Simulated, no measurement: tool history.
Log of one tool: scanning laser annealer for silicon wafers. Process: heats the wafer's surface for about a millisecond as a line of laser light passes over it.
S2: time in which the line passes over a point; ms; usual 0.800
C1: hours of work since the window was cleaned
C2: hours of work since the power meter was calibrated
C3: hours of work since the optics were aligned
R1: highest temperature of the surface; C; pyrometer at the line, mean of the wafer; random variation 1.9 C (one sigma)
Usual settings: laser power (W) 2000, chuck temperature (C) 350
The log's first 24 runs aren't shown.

Run 25, hour 500.1: usual settings but laser power (W) 1799; C1 389; C2 922; C3 73. Result: R1 1001 C.
Run 26, hour 525.4: usual settings but laser power (W) 1799, S2 0.967 ms; C1 405; C2 938; C3 89. Result: R1 1062 C.
Run 27, hour 550.2: usual settings but laser power (W) 2131, S2 0.967 ms, chuck temperature (C) 332; C1 421; C2 954; C3 105. Result: R1 1209 C.
Run 28, hour 566.6: usual settings but laser power (W) 2131, S2 0.967 ms, chuck temperature (C) 332; C1 431; C2 964; C3 115. Result: R1 1207 C.
Run 29, hour 581.0: usual settings but chuck temperature (C) 384; C1 440; C2 974; C3 125. Result: R1 1123 C.
Run 30, hour 607.2: usual settings but chuck temperature (C) 384; C1 457; C2 990; C3 141. Result: R1 1123 C.
Run 31, hour 618.8: usual settings but chuck temperature (C) 384; C1 464; C2 997; C3 148. Result: R1 1123 C.
Run 32, hour 631.8: usual settings but laser power (W) 1846, chuck temperature (C) 347; C1 472; C2 1006; C3 157. Result: R1 1017 C.
Run 33, hour 659.4: usual settings but laser power (W) 1895, S2 0.966 ms, chuck temperature (C) 389; C1 490; C2 1023; C3 174. Result: R1 1142 C.
Run 34, hour 680.0: usual settings but laser power (W) 2094, S2 0.761 ms, chuck temperature (C) 328; C1 503; C2 1036; C3 187. Result: R1 1092 C.
Run 35, hour 699.7: usual settings but laser power (W) 2105; C1 515; C2 1048; C3 200. Result: R1 1135 C.
Run 36, hour 724.0: usual settings but laser power (W) 2105, chuck temperature (C) 345; C1 530; C2 1064; C3 215. Result: R1 1128 C.
Run 37, hour 745.3: usual settings but laser power (W) 2105, chuck temperature (C) 345; C1 544; C2 1077; C3 228. Result: R1 1130 C.
Run 38, hour 767.7: usual settings but laser power (W) 1991, S2 0.567 ms, chuck temperature (C) 381; C1 558; C2 1091; C3 243. Result: R1 1001 C.
Run 39, hour 781.3: usual settings but laser power (W) 1730, S2 0.998 ms, chuck temperature (C) 362; C1 567; C2 1100; C3 251. Result: R1 1035 C.
Run 40, hour 796.2: usual settings but laser power (W) 2091, S2 0.977 ms, chuck temperature (C) 384; C1 576; C2 1109; C3 261. Result: R1 1236 C.
Run 41, hour 823.4: usual settings but laser power (W) 2091, S2 0.750 ms, chuck temperature (C) 384; C1 593; C2 1127; C3 278. Result: R1 1137 C.

Forecast each of these 4 alternatives for the next run:
Run A, hour 838.1: usual settings but laser power (W) 2104, S2 0.750 ms, chuck temperature (C) 384; C1 603; C2 1136; C3 287. Result: R1 ?.
Run B, hour 838.1: usual settings; C1 603; C2 1136; C3 287. Result: R1 ?.
Run C, hour 838.1: usual settings but laser power (W) 1793, S2 0.622 ms, chuck temperature (C) 324; C1 603; C2 1136; C3 287. Result: R1 ?.
Run D, hour 838.1: usual settings but laser power (W) 2127, S2 0.699 ms, chuck temperature (C) 362; C1 603; C2 1136; C3 287. Result: R1 ?.

run    R1
  A  1141
  B  1079
  C   894
  D  1110
Without the tool's hidden state the same runs would have given:
run    R1
  A  1169
  B  1106
  C   916
  D  1138

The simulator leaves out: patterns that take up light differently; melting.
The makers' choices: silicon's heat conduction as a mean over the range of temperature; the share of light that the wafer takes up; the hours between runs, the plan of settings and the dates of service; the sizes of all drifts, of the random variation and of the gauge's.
